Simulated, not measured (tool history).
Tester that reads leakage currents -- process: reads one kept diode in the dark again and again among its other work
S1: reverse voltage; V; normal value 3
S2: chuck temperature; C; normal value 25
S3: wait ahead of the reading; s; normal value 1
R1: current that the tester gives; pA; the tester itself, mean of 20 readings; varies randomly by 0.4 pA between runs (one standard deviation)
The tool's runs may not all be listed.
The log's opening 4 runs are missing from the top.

run 5 day=11.521 | S1=3 S2=53 S3=9.49 | R1=1194.13
run 6 day=14.521 | S1=3 S2=53 S3=9.49 | R1=1196.48
run 7 day=17.425 | S1=3 S2=25 S3=1 | R1=139.78
run 8 day=20.362 | S1=3 S2=25 S3=6.3 | R1=138.55
run 9 day=22.842 | S1=3 S2=22 S3=1 | R1=109
run 10 day=24.229 | S1=3 S2=22 S3=1 | R1=109.74
run 11 day=26.746 | S1=10.03 S2=25 S3=1 | R1=277.92
run 12 day=28.683 | S1=3 S2=33 S3=1 | R1=269.81
run 13 day=30.783 | S1=3 S2=33 S3=1 | R1=268.41
run 14 day=34.125 | S1=3 S2=33 S3=1 | R1=268.05
run 15 day=36.771 | S1=3 S2=25 S3=1 | R1=141.2
run 16 day=39.679 | S1=3 S2=25 S3=1 | R1=141.36
run 17 day=41.112 | S1=3 S2=25 S3=1 | R1=142.11
run 18 day=44.383 | S1=3 S2=25 S3=1 | R1=141.83
run 19 day=46.542 | S1=3 S2=25 S3=1 | R1=142.36
run 20 day=48.825 | S1=3 S2=25 S3=1 | R1=142.96
-- day=49.175 chuck's temperature calibrated
run 21 day=51.858 | S1=3 S2=48 S3=3.1 | R1=873.33
-- day=54.829 probe card cleaned and baked
run 22 day=54.904 | S1=1.6 S2=25 S3=1.2 | R1=101.32
run 23 day=57.708 | S1=3 S2=39 S3=1.25 | R1=446.92
run 24 day=60.346 | S1=3 S2=39 S3=0.36 | R1=447.87
run 25 day=61.967 | S1=3 S2=39 S3=0.36 | R1=448.39
run 26 day=64.912 | S1=6.76 S2=25 S3=1 | R1=225.52

Run 27 comes next. What will it give?
-- day=65.271 chuck's temperature calibrated, once more
run 27 day=67.546 | S1=18.55 S2=29 S3=1.09 | R1=?

{"run 27": {"R1": 491.87}}
The same run, on a tool lacking any hidden state, would have yielded R1 497.73 pA.
